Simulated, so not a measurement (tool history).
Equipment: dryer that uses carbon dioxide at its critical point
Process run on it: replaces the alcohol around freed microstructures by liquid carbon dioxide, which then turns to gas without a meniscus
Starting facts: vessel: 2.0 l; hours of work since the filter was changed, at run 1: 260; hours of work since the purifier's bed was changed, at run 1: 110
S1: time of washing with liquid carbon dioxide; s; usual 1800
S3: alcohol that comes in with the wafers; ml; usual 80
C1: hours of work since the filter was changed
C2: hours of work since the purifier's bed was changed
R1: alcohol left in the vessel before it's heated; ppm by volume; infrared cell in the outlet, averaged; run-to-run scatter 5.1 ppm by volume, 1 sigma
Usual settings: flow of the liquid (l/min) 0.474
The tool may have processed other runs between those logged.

Run 1, day 0: usual settings; C1 260; C2 110. Result: R1 92 ppm by volume.
Run 2, day 0.392: usual settings; C1 264; C2 114. Result: R1 102 ppm by volume.
Run 3, day 0.688: usual settings; C1 267; C2 117. Result: R1 100 ppm by volume.
Run 4, day 1.296: usual settings but S1 1380 s; C1 273; C2 123. Result: R1 371 ppm by volume.
Run 5, day 1.608: usual settings but S1 1380 s; C1 276; C2 126. Result: R1 360 ppm by volume.
Run 6, day 2.2: usual settings but S1 1380 s; C1 282; C2 132. Result: R1 370 ppm by volume.
Run 7, day 2.75: usual settings but flow of the liquid (l/min) 0.392; C1 288; C2 138. Result: R1 254 ppm by volume.
Run 8, day 3.192: usual settings but flow of the liquid (l/min) 0.392; C1 292; C2 142. Result: R1 268 ppm by volume.
Run 9, day 3.662: usual settings but flow of the liquid (l/min) 0.392; C1 297; C2 147. Result: R1 267 ppm by volume.
Run 10, day 4.033: usual settings but flow of the liquid (l/min) 0.392; C1 301; C2 151. Result: R1 284 ppm by volume.
Run 11, day 4.608: usual settings; C1 306; C2 156. Result: R1 110 ppm by volume.
Run 12, day 4.958: usual settings but S3 56 ml; C1 310; C2 160. Result: R1 82 ppm by volume.
Run 13, day 5.533: usual settings but S1 1920 s; C1 316; C2 165. Result: R1 77 ppm by volume.
Run 14, day 5.804: usual settings but S1 1920 s; C1 318; C2 168. Result: R1 81 ppm by volume.
Run 15, day 6.15: usual settings but S1 1920 s; C1 322; C2 172. Result: R1 79 ppm by volume.
Run 16, day 6.408: usual settings but S1 1680 s, flow of the liquid (l/min) 0.441, S3 28 ml; C1 324; C2 174. Result: R1 86 ppm by volume.
Run 17, day 6.767: usual settings but S1 1440 s, flow of the liquid (l/min) 0.77, S3 28 ml; C1 328; C2 178. Result: R1 27 ppm by volume.
Run 18, day 7.329: usual settings but S1 1200 s, flow of the liquid (l/min) 0.356, S3 40 ml; C1 334; C2 183. Result: R1 992 ppm by volume.
Run 19, day 7.717: usual settings but S1 1320 s, S3 35 ml; C1 337; C2 187. Result: R1 227 ppm by volume.
Run 20, day 8.021: usual settings but S1 1260 s, flow of the liquid (l/min) 0.705, S3 35 ml; C1 340; C2 190. Result: R1 55 ppm by volume.
Run 21, day 8.512: usual settings but S1 1260 s, flow of the liquid (l/min) 0.705, S3 35 ml; C1 345; C2 195. Result: R1 54 ppm by volume.
Run 22, day 9.054: usual settings but S1 2040 s, flow of the liquid (l/min) 0.699, S3 113 ml; C1 351; C2 201. Result: R1 20 ppm by volume.
Run 23, day 9.412: usual settings but S1 2820 s, S3 110 ml; C1 354; C2 204. Result: R1 22 ppm by volume.
Run 24, day 9.842: usual settings but S1 2820 s, S3 110 ml; C1 359; C2 209. Result: R1 20 ppm by volume.
Run 25, day 10.229: usual settings but S1 1680 s, flow of the liquid (l/min) 0.624, S3 37 ml; C1 363; C2 212. Result: R1 38 ppm by volume.
Run 26, day 10.821: usual settings but S1 1680 s, flow of the liquid (l/min) 0.624, S3 37 ml; C1 368; C2 218. Result: R1 43 ppm by volume.
Run 27, day 11.162: usual settings but S1 1860 s, flow of the liquid (l/min) 0.621, S3 47 ml; C1 372; C2 222. Result: R1 28 ppm by volume.
Run 28, day 11.612: usual settings but flow of the liquid (l/min) 0.397; C1 376; C2 226. Result: R1 295 ppm by volume.
Run 29, day 12.179: usual settings but S1 2100 s, flow of the liquid (l/min) 0.361, S3 38 ml; C1 382; C2 232. Result: R1 127 ppm by volume.
Run 30, day 12.629: usual settings but S1 2100 s, flow of the liquid (l/min) 0.361, S3 38 ml; C1 387; C2 236. Result: R1 111 ppm by volume.

Results for each run, recomputed without the tool's hidden state and with each run's random variation untouched:
The tool's hidden condition here consists of: flow that reaches the vessel past the clogged filter, %; alcohol in the recycled carbon dioxide, ppm; drift of the gauge itself on alcohol_ppm, %.
run   R1
  1   50
  2   59
  3   56
  4  246
  5  236
  6  242
  7  155
  8  166
  9  161
 10  174
 11   55
 12   39
 13   33
 14   36
 15   32
 16   40
 17    6
 18  718
 19  133
 20   21
 21   20
 22    0
 23    0
 24    0
 25   10
 26   15
 27    1
 28  154
 29   59
 30   44
